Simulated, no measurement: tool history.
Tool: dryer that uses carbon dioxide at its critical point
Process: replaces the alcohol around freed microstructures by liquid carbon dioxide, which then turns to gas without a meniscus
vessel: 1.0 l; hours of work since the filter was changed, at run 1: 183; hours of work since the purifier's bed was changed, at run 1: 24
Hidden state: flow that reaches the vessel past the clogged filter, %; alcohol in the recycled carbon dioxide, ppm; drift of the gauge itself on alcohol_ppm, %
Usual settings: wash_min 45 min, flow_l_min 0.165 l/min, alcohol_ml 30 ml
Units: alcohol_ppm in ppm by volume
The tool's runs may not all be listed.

run     day  wash_min  flow_l_min  alcohol_ml  hours of work since the filter was changed  hours of work since the purifier's bed was changed  alcohol_ppm
  1       0        45       0.165          30                                         183                                                  24           76
  2   0.512        45       0.165          30                                         189                                                  29           78
  3   1.162        45       0.165          30                                         195                                                  36           75
  4   1.654        45       0.165          30                                         200                                                  41           84
  5   2.383        45       0.165          30                                         207                                                  48           86
  6   2.958        68       0.165          30                                         213                                                  54           15
  7   3.492        68       0.165          30                                         219                                                  59            3
  8   4.158        45       0.165          30                                         225                                                  66           95
  9   4.721        45       0.165          30                                         231                                                  72           96
      5.275  -- inlet filter changed
 10   5.308        45       0.165          30                                           0                                                  77           67
 11   5.792        45       0.165          98                                           5                                                  82          190
 12   6.408        45       0.165          24                                          11                                                  88           57
 13   6.854        45       0.165          30                                          16                                                  93           70
 14   7.408        45       0.165          30                                          22                                                  98           75
 15   8.042        45       0.165          30                                          28                                                 105           66
 16   8.396        45       0.165          30                                          32                                                 108           77
 17   8.892        45       0.165          30                                          37                                                 113           66
 18   9.262        37       0.171          30                                          40                                                 117          153
 19   9.988        63       0.241          22                                          48                                                 124           22
 20  10.475        63       0.241          22                                          53                                                 129           24
 21  10.775        63       0.117          40                                          56                                                 132           94
 22  11.408        55       0.238         119                                          62                                                 139           17
 23  12.067        43       0.252         119                                          69                                                 145           36
 24   12.55        33       0.132          28                                          74                                                 150          732
 25  13.108        33       0.132          28                                          79                                                 156          723
 26  13.571        33       0.132          28                                          84                                                 161          703
 27  14.054        45       0.255         113                                          89                                                 166           33
 28  14.358        45       0.255         113                                          92                                                 169           32
 29  15.029        46        0.11          73                                          99                                                 175         1004
 30  15.683        45       0.194          55                                         105                                                 182           65
 31  16.267        45       0.121          30                                         111                                                 188          316
 32  16.979        48       0.273          38                                         118                                                 195           25
 33  17.679        45        0.11          48                                         125                                                 202          763
 34  18.308        65       0.157          53                                         132                                                 209           33

4 ways to go on from here, each from the tool as it stands after run 34. What would each give?
  A  18.696        49       0.193          31                                         136                                                 212            ?
  B  18.696        65        0.18          20                                         136                                                 212            ?
  C  18.696        58       0.221          49                                         136                                                 212            ?
  D  18.696        39       0.157          53                                         136                                                 212            ?

run  alcohol_ppm
  A           36
  B           32
  C           26
  D          375
Without the tool's hidden state the same runs would have given:
run  alcohol_ppm
  A            8
  B            8
  C            1
  D          282

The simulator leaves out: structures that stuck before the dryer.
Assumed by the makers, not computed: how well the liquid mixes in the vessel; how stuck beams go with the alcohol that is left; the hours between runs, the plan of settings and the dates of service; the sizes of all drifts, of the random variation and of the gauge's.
